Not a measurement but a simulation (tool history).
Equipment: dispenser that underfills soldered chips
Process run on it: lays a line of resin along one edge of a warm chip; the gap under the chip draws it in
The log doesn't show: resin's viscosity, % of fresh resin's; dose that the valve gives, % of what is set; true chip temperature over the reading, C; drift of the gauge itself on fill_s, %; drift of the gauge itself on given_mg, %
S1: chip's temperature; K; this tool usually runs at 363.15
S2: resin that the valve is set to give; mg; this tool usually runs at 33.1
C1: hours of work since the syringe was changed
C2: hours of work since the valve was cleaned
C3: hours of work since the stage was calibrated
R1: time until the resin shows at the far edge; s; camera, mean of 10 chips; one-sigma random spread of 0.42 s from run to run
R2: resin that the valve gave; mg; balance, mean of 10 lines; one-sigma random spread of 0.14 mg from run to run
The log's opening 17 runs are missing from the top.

run	day	S1	S2	C1	C2	C3	R1	R2
18	5.996	367.15	33.1	8	49	327	36.2	32.05
# day 6.242: new syringe of resin
19	6.346	376.15	38.3	2	55	333	17.7	36.51
20	6.592	352.15	31.4	6	59	337	62.2	30.18
# day 6.908: new syringe of resin
21	7.017	358.15	29.4	2	66	344	38.8	27.86
22	7.308	358.15	29.4	7	71	349	52.3	27.83
# day 7.579: new syringe of resin
23	7.775	375.15	37.5	3	79	357	20	35.08
# day 8.238: new syringe of resin
24	8.238	361.15	37.5	0	87	365	29.1	35.23
25	8.654	361.15	37.5	7	94	372	43.8	34.92
# day 8.9: new syringe of resin
26	9.117	361.15	38.8	4	101	379	35.2	36.01
# day 9.567: new syringe of resin
27	9.596	359.15	31.4	0	109	387	34.4	28.7
28	9.908	359.15	31.4	6	115	393	45.9	28.78
29	10.188	371.15	33.4	11	119	397	37.5	30.32
# day 10.225: new syringe of resin
30	10.638	371.15	33.4	7	127	405	29.7	30.2
31	10.854	350.15	42.1	11	131	408	86.6	38.11
# day 10.892: new syringe of resin
32	11.283	350.15	42.1	7	138	416	65.8	37.54
# day 11.546: new syringe of resin
33	11.575	350.15	42.1	1	142	420	46.2	37.87
# day 11.762: dispensing valve cleaned and set on the balance
34	11.983	363.15	33	7	4	427	38.7	33.15
# day 12.25: new syringe of resin
35	12.3	368.15	33.1	1	9	432	22.1	33

Alternative continuations, all from the tool just after run 35; predict every row:
A	12.746	357.15	38.2	8	17	439	?	?
B	12.746	365.15	38.2	8	17	439	?	?
C	12.746	361.15	29.5	8	17	439	?	?
D	12.746	375.15	41	8	17	439	?	?

run	R1	R2
A	54.2	37.84
B	38.7	37.75
C	48.2	29.12
D	26.2	40.24
With the hidden condition removed and each run's random variation left untouched, the same runs would have given:
run	R1	R2
A	37.1	38.21
B	26.4	38.12
C	32.6	29.4
D	17.7	40.64
